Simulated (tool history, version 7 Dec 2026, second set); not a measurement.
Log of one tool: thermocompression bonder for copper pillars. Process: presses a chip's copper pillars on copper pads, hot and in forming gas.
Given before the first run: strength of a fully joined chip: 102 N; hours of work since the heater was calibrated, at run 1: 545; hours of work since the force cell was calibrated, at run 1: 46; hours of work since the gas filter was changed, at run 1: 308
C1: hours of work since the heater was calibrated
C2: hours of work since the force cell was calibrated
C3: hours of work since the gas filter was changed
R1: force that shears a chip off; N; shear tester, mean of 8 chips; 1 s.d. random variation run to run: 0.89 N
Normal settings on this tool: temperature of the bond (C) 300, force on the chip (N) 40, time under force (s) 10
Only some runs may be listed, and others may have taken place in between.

{"run": 1, "hour": 0.0, "temperature of the bond (C)": 300, "force on the chip (N)": 40, "time under force (s)": 10, "C1": 545, "C2": 46, "C3": 308, "R1": 62.5}
{"hour": 26.2, "done": "forming gas filter changed"}
{"run": 2, "hour": 41.6, "temperature of the bond (C)": 300, "force on the chip (N)": 40, "time under force (s)": 10, "C1": 563, "C2": 64, "C3": 7, "R1": 69.4}
{"run": 3, "hour": 73.8, "temperature of the bond (C)": 300, "force on the chip (N)": 40, "time under force (s)": 10, "C1": 577, "C2": 78, "C3": 21, "R1": 68.7}
{"run": 4, "hour": 114.0, "temperature of the bond (C)": 300, "force on the chip (N)": 40, "time under force (s)": 10, "C1": 594, "C2": 95, "C3": 38, "R1": 69.0}
{"run": 5, "hour": 141.2, "temperature of the bond (C)": 300, "force on the chip (N)": 40, "time under force (s)": 10, "C1": 606, "C2": 107, "C3": 50, "R1": 68.4}
{"run": 6, "hour": 181.5, "temperature of the bond (C)": 328, "force on the chip (N)": 40, "time under force (s)": 10, "C1": 624, "C2": 125, "C3": 68, "R1": 82.2}
{"run": 7, "hour": 205.7, "temperature of the bond (C)": 328, "force on the chip (N)": 40, "time under force (s)": 10, "C1": 634, "C2": 135, "C3": 78, "R1": 79.7}
{"run": 8, "hour": 243.6, "temperature of the bond (C)": 300, "force on the chip (N)": 40, "time under force (s)": 10, "C1": 651, "C2": 152, "C3": 95, "R1": 67.8}
{"run": 9, "hour": 265.5, "temperature of the bond (C)": 300, "force on the chip (N)": 51, "time under force (s)": 10, "C1": 660, "C2": 161, "C3": 104, "R1": 76.4}
{"run": 10, "hour": 309.1, "temperature of the bond (C)": 300, "force on the chip (N)": 40, "time under force (s)": 13, "C1": 679, "C2": 180, "C3": 123, "R1": 70.0}
{"run": 11, "hour": 331.5, "temperature of the bond (C)": 300, "force on the chip (N)": 40, "time under force (s)": 13, "C1": 689, "C2": 190, "C3": 133, "R1": 70.6}
{"hour": 352.5, "done": "heater calibrated with a thermocouple chip"}
{"run": 12, "hour": 365.8, "temperature of the bond (C)": 300, "force on the chip (N)": 40, "time under force (s)": 13, "C1": 6, "C2": 204, "C3": 147, "R1": 75.9}
{"run": 13, "hour": 405.9, "temperature of the bond (C)": 300, "force on the chip (N)": 40, "time under force (s)": 13, "C1": 23, "C2": 221, "C3": 164, "R1": 75.0}
{"run": 14, "hour": 439.0, "temperature of the bond (C)": 300, "force on the chip (N)": 40, "time under force (s)": 13, "C1": 38, "C2": 236, "C3": 179, "R1": 75.8}
{"run": 15, "hour": 480.2, "temperature of the bond (C)": 300, "force on the chip (N)": 40, "time under force (s)": 7, "C1": 56, "C2": 254, "C3": 197, "R1": 63.9}
{"run": 16, "hour": 519.4, "temperature of the bond (C)": 300, "force on the chip (N)": 40, "time under force (s)": 7, "C1": 73, "C2": 271, "C3": 214, "R1": 63.1}
{"run": 17, "hour": 561.4, "temperature of the bond (C)": 296, "force on the chip (N)": 40, "time under force (s)": 7, "C1": 91, "C2": 289, "C3": 232, "R1": 60.4}
{"run": 18, "hour": 588.2, "temperature of the bond (C)": 300, "force on the chip (N)": 40, "time under force (s)": 10, "C1": 103, "C2": 301, "C3": 244, "R1": 67.5}
{"run": 19, "hour": 614.5, "temperature of the bond (C)": 300, "force on the chip (N)": 40, "time under force (s)": 11, "C1": 114, "C2": 312, "C3": 255, "R1": 67.4}
{"run": 20, "hour": 637.3, "temperature of the bond (C)": 300, "force on the chip (N)": 40, "time under force (s)": 11, "C1": 124, "C2": 322, "C3": 265, "R1": 70.6}
{"run": 21, "hour": 676.9, "temperature of the bond (C)": 300, "force on the chip (N)": 44, "time under force (s)": 11, "C1": 141, "C2": 339, "C3": 282, "R1": 72.7}
{"run": 22, "hour": 717.6, "temperature of the bond (C)": 309, "force on the chip (N)": 44, "time under force (s)": 11, "C1": 159, "C2": 357, "C3": 300, "R1": 74.8}
{"run": 23, "hour": 743.9, "temperature of the bond (C)": 309, "force on the chip (N)": 44, "time under force (s)": 11, "C1": 170, "C2": 368, "C3": 311, "R1": 75.7}
{"hour": 761.9, "done": "forming gas filter changed"}
{"run": 24, "hour": 783.6, "temperature of the bond (C)": 276, "force on the chip (N)": 26, "time under force (s)": 11, "C1": 187, "C2": 385, "C3": 9, "R1": 42.9}
{"run": 25, "hour": 807.5, "temperature of the bond (C)": 322, "force on the chip (N)": 57, "time under force (s)": 10, "C1": 198, "C2": 396, "C3": 20, "R1": 95.1}
{"run": 26, "hour": 851.0, "temperature of the bond (C)": 322, "force on the chip (N)": 57, "time under force (s)": 10, "C1": 217, "C2": 415, "C3": 39, "R1": 93.2}
{"run": 27, "hour": 876.5, "temperature of the bond (C)": 282, "force on the chip (N)": 40, "time under force (s)": 13, "C1": 228, "C2": 426, "C3": 50, "R1": 67.3}
{"run": 28, "hour": 908.4, "temperature of the bond (C)": 294, "force on the chip (N)": 32, "time under force (s)": 28, "C1": 242, "C2": 440, "C3": 64, "R1": 75.0}
{"run": 29, "hour": 929.5, "temperature of the bond (C)": 286, "force on the chip (N)": 30, "time under force (s)": 27, "C1": 251, "C2": 449, "C3": 73, "R1": 67.7}
{"run": 30, "hour": 957.5, "temperature of the bond (C)": 317, "force on the chip (N)": 45, "time under force (s)": 27, "C1": 263, "C2": 461, "C3": 85, "R1": 94.1}
{"run": 31, "hour": 979.3, "temperature of the bond (C)": 326, "force on the chip (N)": 27, "time under force (s)": 7, "C1": 272, "C2": 470, "C3": 95, "R1": 56.7}
{"run": 32, "hour": 1024.3, "temperature of the bond (C)": 326, "force on the chip (N)": 27, "time under force (s)": 7, "C1": 292, "C2": 490, "C3": 114, "R1": 57.1}
{"run": 33, "hour": 1046.6, "temperature of the bond (C)": 306, "force on the chip (N)": 27, "time under force (s)": 14, "C1": 302, "C2": 500, "C3": 124, "R1": 61.4}
{"run": 34, "hour": 1070.9, "temperature of the bond (C)": 308, "force on the chip (N)": 36, "time under force (s)": 14, "C1": 312, "C2": 510, "C3": 134, "R1": 73.4}
{"run": 35, "hour": 1091.6, "temperature of the bond (C)": 305, "force on the chip (N)": 40, "time under force (s)": 7, "C1": 321, "C2": 519, "C3": 143, "R1": 64.0}
{"run": 36, "hour": 1119.1, "temperature of the bond (C)": 283, "force on the chip (N)": 40, "time under force (s)": 28, "C1": 333, "C2": 531, "C3": 155, "R1": 77.3}
{"run": 37, "hour": 1138.6, "temperature of the bond (C)": 283, "force on the chip (N)": 40, "time under force (s)": 28, "C1": 342, "C2": 540, "C3": 164, "R1": 76.7}
{"run": 38, "hour": 1167.1, "temperature of the bond (C)": 329, "force on the chip (N)": 28, "time under force (s)": 11, "C1": 354, "C2": 552, "C3": 176, "R1": 67.9}
{"run": 39, "hour": 1192.3, "temperature of the bond (C)": 329, "force on the chip (N)": 28, "time under force (s)": 11, "C1": 365, "C2": 563, "C3": 187, "R1": 66.8}
{"run": 40, "hour": 1221.6, "temperature of the bond (C)": 329, "force on the chip (N)": 39, "time under force (s)": 11, "C1": 378, "C2": 576, "C3": 200, "R1": 79.3}

Selected run-to-run steps in R1, each split into two signed amounts: the part the tool would show with no hidden state at all (from settings, incoming material and random variation), and the remainder, which goes to the hidden state together with any gauge scatter not common to the measured and the hidden-state-free results:
Hidden state present: true temperature of the bond over the reading, C; force that reaches the chip, % of what is set; oxide that the forming gas leaves, % of the face; drift of the gauge itself on shear_n, %.
Run 1 -> 2: forming gas filter changed. R1 +6.9 N: hidden state +6.8, all else +0.1.
Run 11 -> 12: heater calibrated with a thermocouple chip. R1 +5.3 N: hidden state +4.5, all else +0.8.
Run 23 -> 24: temperature of the bond (C) 309 -> 276, force on the chip (N) 44 -> 26, forming gas filter changed. R1 -32.8 N: hidden state +7.6, all else -40.4.
Run 24 -> 25: temperature of the bond (C) 276 -> 322, force on the chip (N) 26 -> 57, time under force (s) 11 -> 10. R1 +52.2 N: hidden state -0.4, all else +52.6.
Run 30 -> 31: temperature of the bond (C) 317 -> 326, force on the chip (N) 45 -> 27, time under force (s) 27 -> 7. R1 -37.4 N: hidden state +0.6, all else -38.0.

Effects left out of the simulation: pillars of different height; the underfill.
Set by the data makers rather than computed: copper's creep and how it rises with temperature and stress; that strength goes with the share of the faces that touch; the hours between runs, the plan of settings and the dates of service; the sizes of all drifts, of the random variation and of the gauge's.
